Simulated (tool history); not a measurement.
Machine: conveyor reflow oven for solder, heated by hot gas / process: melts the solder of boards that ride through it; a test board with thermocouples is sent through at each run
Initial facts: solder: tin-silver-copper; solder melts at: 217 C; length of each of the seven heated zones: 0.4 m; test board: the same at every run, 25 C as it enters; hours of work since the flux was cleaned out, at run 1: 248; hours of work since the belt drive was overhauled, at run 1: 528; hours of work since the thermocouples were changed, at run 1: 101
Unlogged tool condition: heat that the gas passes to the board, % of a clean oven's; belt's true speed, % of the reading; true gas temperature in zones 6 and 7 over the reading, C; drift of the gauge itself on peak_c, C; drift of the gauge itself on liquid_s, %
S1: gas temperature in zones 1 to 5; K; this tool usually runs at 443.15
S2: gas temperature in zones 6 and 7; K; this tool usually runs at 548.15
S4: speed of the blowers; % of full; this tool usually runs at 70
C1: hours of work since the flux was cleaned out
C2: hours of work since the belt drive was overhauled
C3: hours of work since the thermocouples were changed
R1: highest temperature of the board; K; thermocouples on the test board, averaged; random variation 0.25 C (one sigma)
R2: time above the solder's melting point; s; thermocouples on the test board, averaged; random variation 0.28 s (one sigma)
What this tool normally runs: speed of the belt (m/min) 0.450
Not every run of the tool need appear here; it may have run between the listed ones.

Run 1, hour 0.0: usual settings; C1 248; C2 528; C3 101. Result: R1 529.25 K, R2 81.4 s.
Run 2, hour 9.2: usual settings but S1 450.15 K; C1 253; C2 534; C3 107. Result: R1 530.25 K, R2 86.2 s.
Run 3, hour 22.9: usual settings but S1 450.15 K; C1 262; C2 542; C3 115. Result: R1 531.05 K, R2 86.3 s.
Run 4, hour 35.2: usual settings but S1 450.15 K; C1 269; C2 550; C3 123. Result: R1 530.45 K, R2 86.1 s.
Run 5, hour 44.6: usual settings but S1 458.15 K; C1 275; C2 556; C3 129. Result: R1 532.05 K, R2 91.5 s.
Run 6, hour 50.8: usual settings but S1 458.15 K; C1 279; C2 560; C3 133. Result: R1 531.95 K, R2 91.7 s.
Run 7, hour 63.8: usual settings but S1 458.15 K; C1 287; C2 568; C3 141. Result: R1 531.85 K, R2 92.0 s.
Run 8, hour 72.9: usual settings but S1 458.15 K; C1 293; C2 573; C3 146. Result: R1 532.35 K, R2 92.0 s.
Run 9, hour 85.6: usual settings but S1 458.15 K; C1 300; C2 581; C3 154. Result: R1 531.25 K, R2 91.8 s.
Run 10, hour 98.7: usual settings but S1 458.15 K; C1 308; C2 589; C3 162. Result: R1 531.65 K, R2 91.7 s.
Run 11, hour 108.5: usual settings but S1 458.15 K; C1 314; C2 595; C3 168. Result: R1 532.15 K, R2 91.4 s.
Run 12, hour 118.8: usual settings but S1 458.15 K, S2 554.15 K, speed of the belt (m/min) 0.418, S4 90 % of full; C1 321; C2 601; C3 174. Result: R1 542.75 K, R2 107.7 s.
Run 13, hour 127.2: usual settings but S1 458.15 K, S2 554.15 K, speed of the belt (m/min) 0.418, S4 90 % of full; C1 326; C2 607; C3 180. Result: R1 542.65 K, R2 107.3 s.
Run 14, hour 138.4: usual settings but S1 458.15 K, S2 543.15 K, S4 90 % of full; C1 333; C2 613; C3 186. Result: R1 530.85 K, R2 91.2 s.
Run 15, hour 148.6: usual settings but S1 458.15 K, S4 72 % of full; C1 339; C2 620; C3 193. Result: R1 532.25 K, R2 91.9 s.
Run 16, hour 159.8: usual settings but S1 458.15 K, S4 72 % of full; C1 346; C2 627; C3 200. Result: R1 532.15 K, R2 91.5 s.
Run 17, hour 166.5: usual settings but S1 445.15 K, S2 553.15 K, speed of the belt (m/min) 0.476, S4 51 % of full; C1 350; C2 631; C3 204. Result: R1 525.65 K, R2 72.0 s.
Run 18, hour 179.9: usual settings but S1 433.15 K, S2 555.15 K, speed of the belt (m/min) 0.393, S4 64 % of full; C1 358; C2 639; C3 212. Result: R1 535.85 K, R2 96.0 s.
Run 19, hour 187.5: usual settings but S1 454.15 K, speed of the belt (m/min) 0.471, S4 62 % of full; C1 363; C2 644; C3 217. Result: R1 527.35 K, R2 80.3 s.
Run 20, hour 195.7: usual settings but S1 454.15 K, speed of the belt (m/min) 0.471, S4 62 % of full; C1 368; C2 649; C3 222. Result: R1 527.15 K, R2 79.9 s.
Run 21, hour 203.5: usual settings but S1 450.15 K, S2 541.15 K, speed of the belt (m/min) 0.506; C1 373; C2 653; C3 226. Result: R1 519.75 K, R2 65.1 s.

5 ways to go on from here, each from the tool as it stands after run 21. What would each give?
Run A, hour 214.5: usual settings but S1 450.15 K, S2 544.15 K, speed of the belt (m/min) 0.484, S4 72 % of full; C1 380; C2 660; C3 233. Result: R1 ?, R2 ?.
Run B, hour 214.5: usual settings but S2 549.15 K, speed of the belt (m/min) 0.436, S4 65 % of full; C1 380; C2 660; C3 233. Result: R1 ?, R2 ?.
Run C, hour 214.5: usual settings but S1 440.15 K, S2 542.15 K, speed of the belt (m/min) 0.506; C1 380; C2 660; C3 233. Result: R1 ?, R2 ?.
Run D, hour 214.5: usual settings but S1 435.15 K; C1 380; C2 660; C3 233. Result: R1 ?, R2 ?.
Run E, hour 214.5: usual settings but S4 83 % of full; C1 380; C2 660; C3 233. Result: R1 ?, R2 ?.

run      R1    R2
  A  523.85  73.9
  B  529.25  84.3
  C  518.45  58.8
  D  526.75  75.1
  E  530.95  83.9
Had the tool no hidden state, the same runs would have come out as:
run      R1    R2
  A  527.25  77.5
  B  532.45  87.3
  C  522.35  63.8
  D  530.45  78.9
  E  534.45  86.9

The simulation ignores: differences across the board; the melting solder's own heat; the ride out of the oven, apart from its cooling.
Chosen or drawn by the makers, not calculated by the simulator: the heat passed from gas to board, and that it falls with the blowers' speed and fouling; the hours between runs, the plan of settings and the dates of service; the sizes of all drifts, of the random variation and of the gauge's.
